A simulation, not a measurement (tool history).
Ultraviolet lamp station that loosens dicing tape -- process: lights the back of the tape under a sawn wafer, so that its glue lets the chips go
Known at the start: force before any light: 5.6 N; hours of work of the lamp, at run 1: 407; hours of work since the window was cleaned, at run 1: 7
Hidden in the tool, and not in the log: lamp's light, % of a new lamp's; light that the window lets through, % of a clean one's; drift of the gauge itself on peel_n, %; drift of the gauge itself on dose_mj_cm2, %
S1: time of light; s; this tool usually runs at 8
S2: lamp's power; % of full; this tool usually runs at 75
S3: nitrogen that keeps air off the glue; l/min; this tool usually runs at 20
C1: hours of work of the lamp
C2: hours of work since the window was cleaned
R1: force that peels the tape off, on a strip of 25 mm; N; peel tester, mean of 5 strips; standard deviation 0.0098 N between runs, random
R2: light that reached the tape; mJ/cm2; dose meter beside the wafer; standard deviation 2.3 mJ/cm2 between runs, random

run   hour  S1   S2  S3   C1   C2     R1   R2
  1    0.0   8   75  20  407    7  0.571  214
  2   28.7   8   75  24  421   22  0.474  212
  3   56.4   8   75  24  435   36  0.513  211
  4   85.7   8   75  24  450   50  0.513  211
  5  105.5   8   75  24  459   60  0.518  203
  6  120.5   8   69  20  467   68  0.708  189
  7  143.0   8   69  20  478   79  0.725  189
  8  158.4   8   75  20  486   87  0.631  202
  9  174.5   8   75  20  494   95  0.618  202
 10  188.0   8   75  20  501  101  0.635  206
 11  201.8   8   93  20  508  108  0.399  248
 12  231.2   8   93  20  522  123  0.412  247
 13  246.4   8   93  20  530  131  0.422  246
 14  266.0   8   80  20  540  140  0.593  211
 15  288.3   8   80  20  551  152  0.595  208
 16  303.2   8   80  20  558  159  0.592  209
 17  328.2   8   80  20  571  172  0.629  203
 18  352.6   8   80  20  583  184  0.628  201
 19  385.6   8   80  20  600  200  0.635  200
 20  414.3   8   75  20  614  215  0.732  187
 21  438.4   8   68  20  626  227  0.873  165
 22  468.9   8   68  20  641  242  0.900  170
 23  500.4   8   68  20  657  258  0.937  162
 24  522.7   8   68  20  668  269  0.942  163
 25  541.1   8   93  20  677  278  0.545  220
 26  570.3   8  100  13  692  293  0.658  234
     578.3  -- window cleaned of glue's vapour
 27  602.2   4   69  13  708   12  2.589   79
 28  626.4   4   69  13  720   24  2.663   75
 29  649.7   4   75  34  731   36  1.787   85
 30  671.6   4   75  34  742   47  1.850   83
 31  690.2   8   75  11  752   56  1.367  166
 32  719.9   8   68  21  766   71  1.127  150
     734.9  -- window cleaned of glue's vapour, once more
 33  753.7   8   68  21  783    9  0.821  172
 34  771.4   8   68  21  792   18  0.852  168
 35  786.2  12   75  30  799   26  0.236  277
 36  817.5  12   75  30  815   41  0.248  272
 37  848.6   8   85  11  831   57  0.982  205
 38  865.5  10   95  20  839   65  0.315  285
 39  895.9  10   95  20  854   81  0.321  278
 40  921.9  13   85  20  867   94  0.240  324
 41  941.4  13   85  20  877  103  0.231  325
 42  970.6  13   85  20  891  118  0.241  316
 43  996.9  13   66   9  905  131  0.805  245

Below are 3 alternative next runs, each starting from the tool's condition after run 43. Predict each:
  A  1020.9   6  68  16  917  143   ?   ?
  B  1020.9   5  87  12  917  143   ?   ?
  C  1020.9  11  97  29  917  143   ?   ?

run     R1   R2
  A  1.695  116
  B  1.839  123
  C  0.203  301
Without the tool's unlogged condition, the same runs would have read:
run     R1   R2
  A  1.018  167
  B  1.134  178
  C  0.122  437
